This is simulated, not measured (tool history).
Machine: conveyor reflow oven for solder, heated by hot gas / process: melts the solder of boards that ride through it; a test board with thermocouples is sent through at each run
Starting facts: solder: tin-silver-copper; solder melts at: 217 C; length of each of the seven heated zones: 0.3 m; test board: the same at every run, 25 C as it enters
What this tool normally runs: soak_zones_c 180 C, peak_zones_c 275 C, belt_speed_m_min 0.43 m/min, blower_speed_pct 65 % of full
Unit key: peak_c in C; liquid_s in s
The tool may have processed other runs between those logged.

Run 1, day 0: usual settings. Result: peak_c 262.9 C, liquid_s 72.9 s.
Run 2, day 0.771: usual settings. Result: peak_c 263.7 C, liquid_s 72.8 s.
Run 3, day 1.542: usual settings. Result: peak_c 263.9 C, liquid_s 73.2 s.
Run 4, day 2.05: usual settings but soak_zones_c 193 C. Result: peak_c 265 C, liquid_s 80.2 s.
Run 5, day 3.062: usual settings but soak_zones_c 193 C. Result: peak_c 265 C, liquid_s 79.5 s.
Run 6, day 3.788: usual settings but blower_speed_pct 69 % of full. Result: peak_c 265 C, liquid_s 73 s.
Run 7, day 4.775: usual settings. Result: peak_c 263 C, liquid_s 73.6 s.
Run 8, day 5.888: usual settings. Result: peak_c 263.5 C, liquid_s 73.2 s.
Run 9, day 6.954: usual settings. Result: peak_c 263 C, liquid_s 73.6 s.
Run 10, day 7.633: usual settings. Result: peak_c 264.1 C, liquid_s 73.3 s.
Run 11, day 8.833: usual settings. Result: peak_c 263.4 C, liquid_s 74.4 s.
Run 12, day 9.392: usual settings but belt_speed_m_min 0.461 m/min. Result: peak_c 261.2 C, liquid_s 66.3 s.
Run 13, day 10.183: usual settings but belt_speed_m_min 0.461 m/min. Result: peak_c 260.6 C, liquid_s 66.3 s.
Run 14, day 11.367: usual settings but peak_zones_c 288 C, belt_speed_m_min 0.461 m/min. Result: peak_c 272.2 C, liquid_s 72.5 s.
Run 15, day 12.55: usual settings but peak_zones_c 288 C, belt_speed_m_min 0.461 m/min. Result: peak_c 272.7 C, liquid_s 73.5 s.
At day 12.867: flux residue cleaned out of gas plates and filters.
Run 16, day 13.712: usual settings but soak_zones_c 177 C, peak_zones_c 270 C, belt_speed_m_min 0.379 m/min. Result: peak_c 262.2 C, liquid_s 82.3 s.
Run 17, day 14.433: usual settings but peak_zones_c 271 C, blower_speed_pct 78 % of full. Result: peak_c 262.1 C, liquid_s 72.6 s.
At day 15.317: flux residue cleaned out of gas plates and filters, once more.
Run 18, day 15.396: usual settings but soak_zones_c 181 C, blower_speed_pct 72 % of full. Result: peak_c 265.2 C, liquid_s 76.4 s.
Run 19, day 16.096: usual settings but soak_zones_c 178 C, peak_zones_c 286 C, belt_speed_m_min 0.364 m/min, blower_speed_pct 59 % of full. Result: peak_c 277.1 C, liquid_s 94 s.
Run 20, day 17.112: usual settings but soak_zones_c 178 C, peak_zones_c 286 C, belt_speed_m_min 0.364 m/min, blower_speed_pct 59 % of full. Result: peak_c 278 C, liquid_s 94.5 s.
Run 21, day 17.912: usual settings but soak_zones_c 187 C, peak_zones_c 287 C, belt_speed_m_min 0.379 m/min, blower_speed_pct 59 % of full. Result: peak_c 279 C, liquid_s 95.5 s.
Run 22, day 18.567: usual settings but soak_zones_c 187 C, peak_zones_c 270 C, belt_speed_m_min 0.438 m/min, blower_speed_pct 56 % of full. Result: peak_c 258.8 C, liquid_s 72.3 s.
Run 23, day 19.738: usual settings but peak_zones_c 285 C, blower_speed_pct 89 % of full. Result: peak_c 277.5 C, liquid_s 80.2 s.
Run 24, day 20.25: usual settings but soak_zones_c 190 C, blower_speed_pct 74 % of full. Result: peak_c 267.1 C, liquid_s 80.1 s.
Run 25, day 20.988: usual settings but soak_zones_c 173 C, peak_zones_c 287 C. Result: peak_c 274.3 C, liquid_s 78.3 s.
Run 26, day 22.158: usual settings but soak_zones_c 181 C, blower_speed_pct 78 % of full. Result: peak_c 266.9 C, liquid_s 75.9 s.
Run 27, day 22.858: usual settings but soak_zones_c 181 C, blower_speed_pct 78 % of full. Result: peak_c 266.1 C, liquid_s 75.5 s.
Run 28, day 23.546: usual settings but soak_zones_c 190 C, peak_zones_c 290 C, belt_speed_m_min 0.381 m/min. Result: peak_c 282.9 C, liquid_s 97.6 s.
Run 29, day 24.362: usual settings but peak_zones_c 267 C, belt_speed_m_min 0.401 m/min. Result: peak_c 258.5 C, liquid_s 76.2 s.
Run 30, day 25.312: usual settings but peak_zones_c 267 C, belt_speed_m_min 0.401 m/min. Result: peak_c 258.7 C, liquid_s 76.5 s.

5 ways to go on from here, each from the tool as it stands after run 30. What would each give?
Run A, day 26.25: usual settings but soak_zones_c 174 C, peak_zones_c 272 C, belt_speed_m_min 0.401 m/min. Result: peak_c ?, liquid_s ?.
Run B, day 26.25: usual settings but soak_zones_c 170 C, peak_zones_c 278 C, belt_speed_m_min 0.441 m/min. Result: peak_c ?, liquid_s ?.
Run C, day 26.25: usual settings but soak_zones_c 171 C, peak_zones_c 281 C, belt_speed_m_min 0.465 m/min. Result: peak_c ?, liquid_s ?.
Run D, day 26.25: usual settings but soak_zones_c 189 C, peak_zones_c 289 C, belt_speed_m_min 0.401 m/min, blower_speed_pct 84 % of full. Result: peak_c ?, liquid_s ?.
Run E, day 26.25: usual settings but soak_zones_c 173 C, peak_zones_c 272 C, blower_speed_pct 51 % of full. Result: peak_c ?, liquid_s ?.

run  peak_c  liquid_s
  A   262.4      76.8
  B   264.2      67.5
  C   265.4        66
  D   282.4      92.3
  E   257.3        66
Had the tool no hidden state, the same runs would have come out as:
run  peak_c  liquid_s
  A   259.5        74
  B   261.3      64.9
  C   262.6      63.5
  D   279.4        90
  E   254.4      62.9
